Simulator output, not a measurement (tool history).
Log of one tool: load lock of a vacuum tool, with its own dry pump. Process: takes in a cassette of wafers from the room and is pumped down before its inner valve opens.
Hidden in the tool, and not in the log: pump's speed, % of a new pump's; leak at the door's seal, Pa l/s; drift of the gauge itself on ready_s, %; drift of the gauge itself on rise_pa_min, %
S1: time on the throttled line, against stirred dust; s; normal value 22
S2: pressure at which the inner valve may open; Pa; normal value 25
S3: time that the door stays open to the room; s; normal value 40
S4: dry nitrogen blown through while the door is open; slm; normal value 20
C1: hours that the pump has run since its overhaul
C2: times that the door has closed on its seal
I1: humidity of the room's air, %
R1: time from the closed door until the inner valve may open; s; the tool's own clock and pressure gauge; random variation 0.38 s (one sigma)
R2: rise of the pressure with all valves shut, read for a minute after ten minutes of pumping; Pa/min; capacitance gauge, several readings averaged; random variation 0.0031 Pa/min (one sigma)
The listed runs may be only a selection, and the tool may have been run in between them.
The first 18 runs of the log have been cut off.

| run | hour | S1 | S2 | S3 | S4 | C1 | C2 | I1 | R1 | R2 |
|---|---|---|---|---|---|---|---|---|---|---|
| 19 | 5723.7 | 22 | 25 | 57 | 20 | 1963 | 19949 | 45.1 | 39.5 | 0.171 |
| 20 | 6007.7 | 22 | 25 | 57 | 20 | 2247 | 20725 | 47.1 | 39.4 | 0.179 |
| 21 | 6389.0 | 22 | 25 | 57 | 20 | 2628 | 21767 | 48.5 | 39.5 | 0.185 |
| 22 | 6840.6 | 37 | 25 | 131 | 9 | 3080 | 23002 | 46.8 | 51.7 | 0.275 |
| 23 | 7147.2 | 37 | 25 | 131 | 9 | 3387 | 23840 | 43.4 | 51.5 | 0.263 |
| 24 | 7556.5 | 12 | 23 | 131 | 38 | 3796 | 24958 | 45.2 | 32.1 | 0.224 |
| 25 | 7913.3 | 12 | 23 | 131 | 38 | 4153 | 25933 | 44.1 | 32.2 | 0.228 |
| 26 | 8378.5 | 12 | 23 | 131 | 38 | 4618 | 27205 | 44.3 | 32.3 | 0.240 |
| 27 | 8603.9 | 22 | 31 | 30 | 20 | 4843 | 27821 | 46.5 | 39.9 | 0.204 |
| 28 | 9018.7 | 34 | 24 | 40 | 20 | 5258 | 28955 | 45.5 | 49.8 | 0.221 |
| 29 | 9346.3 | 34 | 24 | 40 | 20 | 5586 | 29850 | 45.8 | 50.0 | 0.228 |
| 30 | 9547.5 | 34 | 22 | 39 | 20 | 5787 | 30400 | 40.5 | 49.5 | 0.224 |
| 31 | 9868.3 | 34 | 23 | 39 | 20 | 6108 | 31277 | 45.1 | 50.4 | 0.233 |
| 32 | 10221.7 | 18 | 25 | 166 | 20 | 6461 | 32242 | 44.4 | 36.9 | 0.320 |
| 33 | 10551.4 | 12 | 25 | 166 | 5 | 6791 | 33144 | 48.8 | 32.5 | 0.394 |
| 34 | 10983.3 | 12 | 25 | 166 | 5 | 7223 | 34324 | 45.8 | 33.1 | 0.397 |
| 35 | 11436.3 | 12 | 25 | 166 | 5 | 7676 | 35562 | 42.9 | 33.4 | 0.389 |
| 36 | 11800.5 | 12 | 25 | 166 | 5 | 8040 | 36558 | 46.7 | 33.4 | 0.424 |
| 37 | 12229.7 | 22 | 37 | 63 | 13 | 8469 | 37731 | 46.0 | 40.0 | 0.324 |

Below are 3 alternative next runs, each starting from the tool's condition after run 37. Predict each:
| A | 12648.0 | 12 | 21 | 28 | 20 | 8887 | 38874 | 41.9 | ? | ? |
| B | 12648.0 | 22 | 20 | 63 | 13 | 8887 | 38874 | 48.5 | ? | ? |
| C | 12648.0 | 22 | 28 | 40 | 20 | 8887 | 38874 | 45.1 | ? | ? |

| run | R1 | R2 |
|---|---|---|
| A | 34.4 | 0.291 |
| B | 42.0 | 0.350 |
| C | 40.9 | 0.307 |
With the hidden condition removed and each run's random variation left untouched, the same runs would have given:
| run | R1 | R2 |
|---|---|---|
| A | 31.8 | 0.047 |
| B | 39.7 | 0.098 |
| C | 38.7 | 0.062 |

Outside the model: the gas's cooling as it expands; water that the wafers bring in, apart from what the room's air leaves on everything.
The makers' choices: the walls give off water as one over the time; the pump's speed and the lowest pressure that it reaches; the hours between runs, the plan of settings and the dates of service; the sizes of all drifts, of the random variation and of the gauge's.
